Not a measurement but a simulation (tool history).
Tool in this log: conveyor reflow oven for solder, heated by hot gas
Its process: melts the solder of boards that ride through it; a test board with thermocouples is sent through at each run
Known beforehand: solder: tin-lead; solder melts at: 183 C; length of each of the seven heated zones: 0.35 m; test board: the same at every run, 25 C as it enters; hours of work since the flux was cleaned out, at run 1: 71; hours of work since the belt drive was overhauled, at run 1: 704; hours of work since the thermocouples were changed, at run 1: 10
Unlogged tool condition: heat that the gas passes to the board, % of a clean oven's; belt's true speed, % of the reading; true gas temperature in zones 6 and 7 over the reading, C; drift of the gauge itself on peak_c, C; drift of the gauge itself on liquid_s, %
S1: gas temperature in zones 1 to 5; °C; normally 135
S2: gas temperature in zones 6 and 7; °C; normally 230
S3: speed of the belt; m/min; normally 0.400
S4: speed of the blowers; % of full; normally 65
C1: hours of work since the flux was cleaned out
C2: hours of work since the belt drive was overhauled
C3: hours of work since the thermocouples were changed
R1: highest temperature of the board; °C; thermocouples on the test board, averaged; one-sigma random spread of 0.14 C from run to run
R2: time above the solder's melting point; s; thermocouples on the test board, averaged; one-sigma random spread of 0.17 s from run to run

{"run": 1, "hour": 0.0, "S1": 135, "S2": 230, "S3": 0.4, "S4": 65, "C1": 71, "C2": 704, "C3": 10, "R1": 215.5, "R2": 76.0}
{"run": 2, "hour": 31.3, "S1": 135, "S2": 230, "S3": 0.4, "S4": 65, "C1": 84, "C2": 717, "C3": 23, "R1": 215.5, "R2": 76.2}
{"run": 3, "hour": 52.3, "S1": 135, "S2": 230, "S3": 0.4, "S4": 65, "C1": 93, "C2": 726, "C3": 32, "R1": 215.6, "R2": 76.3}
{"run": 4, "hour": 79.9, "S1": 135, "S2": 230, "S3": 0.4, "S4": 57, "C1": 105, "C2": 738, "C3": 44, "R1": 213.8, "R2": 73.1}
{"run": 5, "hour": 111.6, "S1": 135, "S2": 230, "S3": 0.4, "S4": 57, "C1": 119, "C2": 752, "C3": 58, "R1": 213.4, "R2": 73.4}
{"run": 6, "hour": 133.0, "S1": 135, "S2": 230, "S3": 0.4, "S4": 57, "C1": 128, "C2": 761, "C3": 67, "R1": 213.6, "R2": 73.4}
{"run": 7, "hour": 167.2, "S1": 135, "S2": 230, "S3": 0.4, "S4": 57, "C1": 143, "C2": 776, "C3": 82, "R1": 213.8, "R2": 73.4}
{"hour": 197.7, "done": "belt drive overhauled, speed set with a stopwatch"}
{"run": 8, "hour": 203.3, "S1": 135, "S2": 220, "S3": 0.4, "S4": 57, "C1": 157, "C2": 2, "C3": 95, "R1": 204.8, "R2": 61.9}
{"run": 9, "hour": 229.6, "S1": 135, "S2": 230, "S3": 0.398, "S4": 65, "C1": 168, "C2": 14, "C3": 107, "R1": 215.4, "R2": 76.5}
{"run": 10, "hour": 254.2, "S1": 135, "S2": 230, "S3": 0.398, "S4": 65, "C1": 179, "C2": 24, "C3": 117, "R1": 215.7, "R2": 76.6}

The next listed run, before its measurement:
{"run": 11, "hour": 277.4, "S1": 135, "S2": 230, "S3": 0.4, "S4": 65, "C1": 189, "C2": 34, "C3": 127, "R1": "?", "R2": "?"}

{"run 11": {"R1": 215.4, "R2": 76.1}}
If the tool had no hidden condition, the same run with the same run-to-run variation would have returned R1 215.5 °C, R2 76.2 s.
